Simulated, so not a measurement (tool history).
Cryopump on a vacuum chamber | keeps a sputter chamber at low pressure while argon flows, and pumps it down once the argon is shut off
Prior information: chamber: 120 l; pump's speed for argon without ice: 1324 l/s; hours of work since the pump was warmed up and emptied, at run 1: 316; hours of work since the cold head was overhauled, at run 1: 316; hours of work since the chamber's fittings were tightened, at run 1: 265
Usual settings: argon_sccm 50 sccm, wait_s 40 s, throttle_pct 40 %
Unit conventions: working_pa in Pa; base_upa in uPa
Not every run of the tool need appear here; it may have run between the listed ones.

| run | hour | argon_sccm | wait_s | throttle_pct | hours of work since the pump was warmed up and emptied | hours of work since the cold head was overhauled | hours of work since the chamber's fittings were tightened | working_pa | base_upa |
|---|---|---|---|---|---|---|---|---|---|
| 1 | 0.0 | 50 | 40 | 40 | 316 | 316 | 265 | 0.1739 | 2.31 |
| 2 | 16.0 | 50 | 90 | 40 | 327 | 327 | 276 | 0.1737 | 1.45 |
| 3 | 35.1 | 50 | 90 | 40 | 340 | 340 | 289 | 0.1751 | 1.44 |
| 4 | 57.9 | 47 | 40 | 40 | 356 | 356 | 304 | 0.1660 | 2.37 |
| 5 | 81.0 | 32 | 40 | 40 | 371 | 371 | 320 | 0.1119 | 2.36 |
| 6 | 101.2 | 89 | 40 | 40 | 385 | 385 | 334 | 0.3136 | 2.46 |
| 7 | 125.8 | 89 | 40 | 40 | 402 | 402 | 350 | 0.3151 | 2.55 |
| 8 | 149.9 | 50 | 40 | 40 | 418 | 418 | 367 | 0.1783 | 2.50 |
| 9 | 160.9 | 50 | 40 | 40 | 425 | 425 | 374 | 0.1775 | 2.54 |
| 10 | 184.3 | 50 | 40 | 40 | 441 | 441 | 390 | 0.1788 | 2.51 |
| 11 | 200.8 | 49 | 40 | 40 | 452 | 452 | 401 | 0.1757 | 2.64 |
| 12 | 225.1 | 49 | 40 | 40 | 469 | 469 | 418 | 0.1779 | 2.71 |
| 13 | 235.7 | 25 | 40 | 40 | 476 | 476 | 425 | 0.0913 | 2.60 |
|  | 246.4 | pump warmed up, emptied and cooled again |
| 14 | 259.0 | 50 | 40 | 40 | 9 | 488 | 437 | 0.1619 | 2.40 |
| 15 | 277.1 | 50 | 40 | 40 | 21 | 500 | 449 | 0.1626 | 2.50 |
| 16 | 301.3 | 50 | 40 | 40 | 37 | 517 | 466 | 0.1627 | 2.31 |
| 17 | 313.2 | 50 | 40 | 40 | 45 | 525 | 474 | 0.1620 | 2.52 |
| 18 | 327.0 | 50 | 40 | 40 | 55 | 534 | 483 | 0.1615 | 2.49 |
| 19 | 344.2 | 69 | 40 | 40 | 66 | 546 | 495 | 0.2251 | 2.48 |
| 20 | 369.1 | 69 | 40 | 40 | 83 | 563 | 512 | 0.2268 | 2.64 |
| 21 | 383.6 | 69 | 40 | 40 | 93 | 573 | 521 | 0.2266 | 2.57 |

Run 22, settings as shown, results not yet in. Your forecast:
| 22 | 408.6 | 69 | 40 | 40 | 110 | 589 | 538 | ? | ? |

working_pa: 0.2274 Pa
base_upa: 2.53 uPa
Without the tool's hidden state the same run would have given working_pa 0.2199 Pa, base_upa 1.74 uPa.
